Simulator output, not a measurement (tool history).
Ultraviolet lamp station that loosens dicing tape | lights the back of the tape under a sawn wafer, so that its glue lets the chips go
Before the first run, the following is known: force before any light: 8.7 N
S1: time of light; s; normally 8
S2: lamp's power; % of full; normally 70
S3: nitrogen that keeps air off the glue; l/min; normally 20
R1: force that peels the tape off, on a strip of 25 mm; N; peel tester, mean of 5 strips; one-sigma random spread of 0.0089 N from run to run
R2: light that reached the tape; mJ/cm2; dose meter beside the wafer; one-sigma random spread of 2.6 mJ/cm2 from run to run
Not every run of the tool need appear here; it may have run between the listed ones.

| run | day | S1 | S2 | S3 | R1 | R2 |
|---|---|---|---|---|---|---|
| 1 | 0.000 | 8 | 70 | 20 | 0.442 | 302 |
| 2 | 1.092 | 8 | 70 | 20 | 0.481 | 300 |
| 3 | 1.946 | 8 | 70 | 20 | 0.499 | 295 |
| 4 | 2.833 | 8 | 70 | 20 | 0.501 | 292 |
| 5 | 4.167 | 8 | 70 | 20 | 0.521 | 292 |
| 6 | 5.425 | 8 | 70 | 20 | 0.523 | 289 |
| 7 | 6.700 | 8 | 70 | 20 | 0.545 | 286 |
| 8 | 7.629 | 8 | 67 | 20 | 0.634 | 266 |
| 9 | 8.412 | 8 | 67 | 20 | 0.646 | 262 |
| 10 | 9.458 | 8 | 67 | 20 | 0.657 | 261 |
| 11 | 10.100 | 8 | 67 | 20 | 0.704 | 258 |
| 12 | 10.967 | 8 | 67 | 20 | 0.655 | 264 |
| 13 | 11.708 | 8 | 67 | 20 | 0.683 | 253 |
| 14 | 12.762 | 8 | 67 | 20 | 0.722 | 257 |
|  | 13.396 | window cleaned of glue's vapour |
| 15 | 13.983 | 8 | 67 | 20 | 0.541 | 277 |
| 16 | 15.288 | 8 | 67 | 20 | 0.560 | 274 |
| 17 | 16.238 | 8 | 70 | 20 | 0.531 | 285 |
| 18 | 16.838 | 8 | 66 | 15 | 0.738 | 268 |
| 19 | 18.058 | 8 | 86 | 21 | 0.297 | 343 |
| 20 | 19.329 | 5 | 86 | 20 | 1.032 | 208 |
| 21 | 20.496 | 5 | 69 | 21 | 1.589 | 168 |
| 22 | 21.429 | 9 | 72 | 21 | 0.392 | 313 |
| 23 | 22.792 | 7 | 76 | 19 | 0.712 | 252 |
| 24 | 23.579 | 8 | 81 | 18 | 0.485 | 301 |
| 25 | 24.167 | 8 | 81 | 18 | 0.474 | 306 |
| 26 | 25.529 | 9 | 70 | 34 | 0.361 | 287 |
| 27 | 26.654 | 13 | 76 | 25 | 0.130 | 448 |
|  | 26.767 | window cleaned of glue's vapour |
| 28 | 27.650 | 13 | 76 | 25 | 0.109 | 490 |
| 29 | 28.358 | 11 | 70 | 20 | 0.230 | 383 |
| 30 | 29.071 | 12 | 85 | 20 | 0.122 | 509 |
| 31 | 30.279 | 10 | 68 | 20 | 0.350 | 332 |
| 32 | 31.275 | 16 | 68 | 10 | 0.181 | 531 |
| 33 | 32.350 | 9 | 95 | 7 | 0.481 | 411 |

Hidden state or all else? Some run-to-run changes of R1, split into what the settings, what came in and random variation would give without the hidden state, and what is left for the hidden state (with any gauge scatter that isn't in both results):
The hidden state here: lamp's light, % of a new lamp's; light that the window lets through, % of a clean one's; drift of the gauge itself on peel_n, %; drift of the gauge itself on dose_mj_cm2, %.
Run 14 -> 15: window cleaned of glue's vapour. R1 -0.181 N: hidden state -0.163, all else -0.018.
Run 19 -> 20: S1 8 -> 5, S3 21 -> 20. R1 +0.735 N: hidden state +0.209, all else +0.526.
Run 20 -> 21: S2 86 -> 69, S3 20 -> 21. R1 +0.557 N: hidden state +0.128, all else +0.429.
Run 21 -> 22: S1 5 -> 9, S2 69 -> 72. R1 -1.197 N: hidden state -0.281, all else -0.916.
